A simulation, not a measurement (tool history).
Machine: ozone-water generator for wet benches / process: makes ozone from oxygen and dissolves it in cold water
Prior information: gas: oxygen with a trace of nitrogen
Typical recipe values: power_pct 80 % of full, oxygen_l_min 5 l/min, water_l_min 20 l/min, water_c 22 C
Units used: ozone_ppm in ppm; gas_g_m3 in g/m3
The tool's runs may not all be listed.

run	hour	power_pct	oxygen_l_min	water_l_min	water_c	ozone_ppm	gas_g_m3
1	0	80	5	20	22	26.2	253.7
2	63.7	80	5	20	23	26	249.9
3	130.2	41	5	20	22	15.2	144.4
4	188.7	41	5	28	22	11.9	143.6
5	264.4	80	5	20	21	26.9	246.9
6	341.2	80	5	20	21	27.2	249.7
7	380.6	80	5	20	21	26.9	248.1
8	444.2	80	5	20	21	27.3	250.2
9	520.7	80	5	20	21	26.9	248.8
10	560	80	5	20	21	26.8	246.5
11	612.5	80	5	20	22	26.8	247.5
12	682.5	80	5	20	22	26.5	247.2
13	760.1	80	5	20	22	26.3	247.8
14	838.8	80	3.22	20	22	26.2	311
15	897.3	80	5	20	17	28.6	244.1
16	932.1	80	5	20	17	28.4	247.2
17	975.5	80	5	20	17	28.6	245.3
18	1041	80	5	20	17	28.5	246.1
19	1077.3	88	5	20	16	31.1	266.2
20	1145.7	88	5	20	16	31.3	273.7
21	1193.5	88	5	20	16	31.5	271.6
22	1248.3	49	6.17	14	28	19	148.9
23	1302.2	49	6.17	14	28	18.9	148.2
24	1365.9	49	6.17	20	28	15.8	150.4
25	1441.9	95	3.38	20	28	27.8	354.8
26	1506.8	95	3.38	19	23	31	356.4
27	1576.4	80	5	24	28	21.5	249.1
28	1621	48	2.57	23	24	14.5	233.1
29	1694.5	48	2.57	23	24	14.3	231.1
30	1748.8	48	2.57	23	24	14.5	231.4
31	1799.6	48	2.57	23	24	14.5	231.4
32	1865.6	48	2.57	23	24	14.5	230.6

Put back what was entered between runs (2 entries, withheld): which listed runs does each sit between, and how does the hidden state differ from the listed run before to the listed run after?
Runs 11 to 12: water thermometer calibrated (hour 677)
  yield of the discharge, % of new electrodes': 100 -> 99.9; true water temperature over the reading, C: 0.01 -> 0; drift of the gauge itself on gas_g_m3, %: -1.57 -> -1.75
  measured value less the no-hidden-state value, gas_g_m3: -4.1 -> -4.6 g/m3
Runs 19 to 20: gauge calibrated (hour 1129.1)
  drift of the gauge itself on gas_g_m3, %: -2.76 -> -0.04
  measured value less the no-hidden-state value, gas_g_m3: -7.8 -> -0.3 g/m3
